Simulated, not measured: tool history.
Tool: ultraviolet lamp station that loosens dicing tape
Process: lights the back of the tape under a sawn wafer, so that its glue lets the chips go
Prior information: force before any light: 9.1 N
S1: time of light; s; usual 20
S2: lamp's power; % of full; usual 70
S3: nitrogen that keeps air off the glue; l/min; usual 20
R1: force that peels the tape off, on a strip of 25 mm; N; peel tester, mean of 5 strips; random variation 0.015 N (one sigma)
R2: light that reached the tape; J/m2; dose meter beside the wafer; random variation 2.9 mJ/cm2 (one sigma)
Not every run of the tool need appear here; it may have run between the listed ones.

{"run": 1, "hour": 0.0, "S1": 20, "S2": 70, "S3": 20, "R1": 0.941, "R2": 3730}
{"run": 2, "hour": 8.3, "S1": 20, "S2": 70, "S3": 20, "R1": 0.931, "R2": 3710}
{"run": 3, "hour": 21.0, "S1": 20, "S2": 70, "S3": 20, "R1": 0.957, "R2": 3610}
{"run": 4, "hour": 33.5, "S1": 20, "S2": 79, "S3": 20, "R1": 0.753, "R2": 4070}
{"run": 5, "hour": 40.2, "S1": 20, "S2": 79, "S3": 20, "R1": 0.765, "R2": 4060}
{"run": 6, "hour": 54.1, "S1": 20, "S2": 79, "S3": 20, "R1": 0.756, "R2": 4100}
{"run": 7, "hour": 68.3, "S1": 20, "S2": 79, "S3": 20, "R1": 0.805, "R2": 4010}
{"run": 8, "hour": 76.7, "S1": 20, "S2": 64, "S3": 20, "R1": 1.231, "R2": 3220}
{"run": 9, "hour": 85.1, "S1": 20, "S2": 64, "S3": 20, "R1": 1.287, "R2": 3210}
{"run": 10, "hour": 96.1, "S1": 20, "S2": 64, "S3": 20, "R1": 1.301, "R2": 3170}
{"run": 11, "hour": 105.0, "S1": 31, "S2": 64, "S3": 20, "R1": 0.522, "R2": 4850}
{"run": 12, "hour": 114.8, "S1": 31, "S2": 60, "S3": 20, "R1": 0.596, "R2": 4600}
{"run": 13, "hour": 122.9, "S1": 19, "S2": 60, "S3": 9, "R1": 2.332, "R2": 2760}
{"run": 14, "hour": 132.8, "S1": 19, "S2": 64, "S3": 22, "R1": 1.351, "R2": 2960}
{"run": 15, "hour": 143.5, "S1": 16, "S2": 86, "S3": 20, "R1": 1.145, "R2": 3270}
{"run": 16, "hour": 151.6, "S1": 20, "S2": 75, "S3": 7, "R1": 1.858, "R2": 3530}
{"run": 17, "hour": 162.2, "S1": 20, "S2": 75, "S3": 7, "R1": 1.953, "R2": 3550}
{"run": 18, "hour": 175.3, "S1": 15, "S2": 77, "S3": 20, "R1": 1.625, "R2": 2660}
{"run": 19, "hour": 189.2, "S1": 15, "S2": 77, "S3": 20, "R1": 1.661, "R2": 2670}
{"run": 20, "hour": 197.2, "S1": 32, "S2": 84, "S3": 20, "R1": 0.307, "R2": 6150}
{"run": 21, "hour": 209.8, "S1": 15, "S2": 70, "S3": 20, "R1": 1.972, "R2": 2400}
{"run": 22, "hour": 219.9, "S1": 17, "S2": 61, "S3": 16, "R1": 2.147, "R2": 2350}
{"hour": 225.8, "done": "window cleaned of glue's vapour"}
{"run": 23, "hour": 232.4, "S1": 20, "S2": 70, "S3": 39, "R1": 0.662, "R2": 3630}
{"run": 24, "hour": 242.7, "S1": 26, "S2": 90, "S3": 39, "R1": 0.24, "R2": 6030}

Here are 5 independent what-if runs from the current tool condition. What would each one return?
{"run": "A", "hour": 254.4, "S1": 26, "S2": 60, "S3": 11, "R1": "?", "R2": "?"}
{"run": "B", "hour": 254.4, "S1": 15, "S2": 70, "S3": 20, "R1": "?", "R2": "?"}
{"run": "C", "hour": 254.4, "S1": 33, "S2": 70, "S3": 13, "R1": "?", "R2": "?"}
{"run": "D", "hour": 254.4, "S1": 20, "S2": 79, "S3": 20, "R1": "?", "R2": "?"}
{"run": "E", "hour": 254.4, "S1": 40, "S2": 83, "S3": 7, "R1": "?", "R2": "?"}

run=A R1=1.231 R2=3950
run=B R1=1.640 R2=2650
run=C R1=0.465 R2=5830
run=D R1=0.821 R2=3980
run=E R1=0.349 R2=8510
What these runs would have given with no unlogged condition in the tool:
run=A R1=0.883 R2=4680
run=B R1=1.224 R2=3140
run=C R1=0.322 R2=6920
run=D R1=0.567 R2=4730
run=E R1=0.252 R2=10090
